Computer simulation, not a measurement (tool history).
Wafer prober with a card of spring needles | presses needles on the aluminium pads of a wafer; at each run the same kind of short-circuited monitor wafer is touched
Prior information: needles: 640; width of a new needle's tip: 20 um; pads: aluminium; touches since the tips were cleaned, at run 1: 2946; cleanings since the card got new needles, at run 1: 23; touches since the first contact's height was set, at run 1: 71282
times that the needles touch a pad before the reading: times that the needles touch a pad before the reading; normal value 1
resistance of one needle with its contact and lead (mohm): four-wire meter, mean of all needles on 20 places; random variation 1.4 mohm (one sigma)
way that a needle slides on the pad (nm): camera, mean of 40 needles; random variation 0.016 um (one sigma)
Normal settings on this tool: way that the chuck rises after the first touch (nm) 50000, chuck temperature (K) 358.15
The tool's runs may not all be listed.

run	hour	way that the chuck rises after the first touch (nm)	chuck temperature (K)	times that the needles touch a pad before the reading	touches since the tips were cleaned	cleanings since the card got new needles	touches since the first contact's height was set	resistance of one needle with its contact and lead (mohm)	way that a needle slides on the pad (nm)
1	0	50000	358.15	1	2946	23	71282	129	9220
# hour 12.3: tips cleaned on abrasive film
2	21.1	50000	358.15	1	3719	24	80161	130	9230
# hour 31.7: tips cleaned on abrasive film
3	39.8	50000	358.15	2	3433	25	87989	130	9240
# hour 50.6: tips cleaned on abrasive film
4	57.9	50000	358.15	2	3074	26	95564	130	9210
5	68.1	50000	358.15	2	7414	26	99904	129	9250
# hour 69.3: tips cleaned on abrasive film
6	81.6	53000	358.15	2	5197	27	105545	129	9770
# hour 89.8: tips cleaned on abrasive film
7	106	53000	355.15	2	6826	28	115787	126	9790
# hour 110.3: tips cleaned on abrasive film
8	116.7	50000	358.15	2	2709	29	120262	129	9230
# hour 130.5: tips cleaned on abrasive film
# hour 139.8: height of the first contact set anew
9	141.5	50000	303.15	1	4506	30	700	119	9240
# hour 150.8: tips cleaned on abrasive film
10	156.5	50000	358.15	1	2415	31	6996	129	9240
# hour 169.5: tips cleaned on abrasive film
11	174.6	50000	325.15	1	2131	32	14564	123	9250
# hour 188.9: tips cleaned on abrasive film
12	195.2	50000	325.15	1	2650	33	23233	124	9260
# hour 207.7: tips cleaned on abrasive film
13	208.2	57000	352.15	1	213	34	28662	125	10560
# hour 227.8: tips cleaned on abrasive film
14	227.8	57000	352.15	1	0	35	36906	124	10520
15	240.4	57000	352.15	1	5310	35	42216	126	10540
# hour 246.6: tips cleaned on abrasive film
16	263	57000	384.15	1	6945	36	51721	129	10550
# hour 266.6: tips cleaned on abrasive film
17	283.7	69000	364.15	2	7204	37	60376	120	12790
# hour 286.7: tips cleaned on abrasive film
18	300.9	39000	358.15	1	6015	38	67626	134	7220
# hour 306.4: tips cleaned on abrasive film
19	319.8	39000	358.15	1	5643	39	75532	137	7210
# hour 325.7: tips cleaned on abrasive film
20	341.6	31000	316.15	2	6746	40	84711	135	5730
# hour 344.4: tips cleaned on abrasive film
21	358.5	31000	316.15	2	5957	41	91788	137	5760
# hour 363.2: tips cleaned on abrasive film
22	378.6	50000	309.15	2	6478	42	100211	120	9270
# hour 382.7: tips cleaned on abrasive film
# hour 401.9: tips cleaned on abrasive film
23	402.3	67000	313.15	1	162	44	110115	114	12440
24	417.6	67000	313.15	1	6631	44	116584	115	12440

Here are 4 independent what-if runs from the current tool condition. What would each one return?
# hour 420.9: tips cleaned on abrasive film
# hour 439.7: tips cleaned on abrasive film
A	442	50000	358.15	2	952	46	126784	?	?
# hour 420.9: tips cleaned on abrasive film
# hour 439.7: tips cleaned on abrasive film
B	442	50000	358.15	2	952	46	126784	?	?
# hour 420.9: tips cleaned on abrasive film
# hour 439.7: tips cleaned on abrasive film
C	442	33000	313.15	1	952	46	126784	?	?
# hour 420.9: tips cleaned on abrasive film
# hour 439.7: tips cleaned on abrasive film
D	442	50000	316.15	1	952	46	126784	?	?

run	resistance of one needle with its contact and lead (mohm)	way that a needle slides on the pad (nm)
A	128	9260
B	127	9260
C	134	6120
D	122	9270
Take away the tool's hidden state, keep each run's random variation, and the runs would have read:
run	resistance of one needle with its contact and lead (mohm)	way that a needle slides on the pad (nm)
A	128	9210
B	127	9210
C	133	6080
D	121	9210
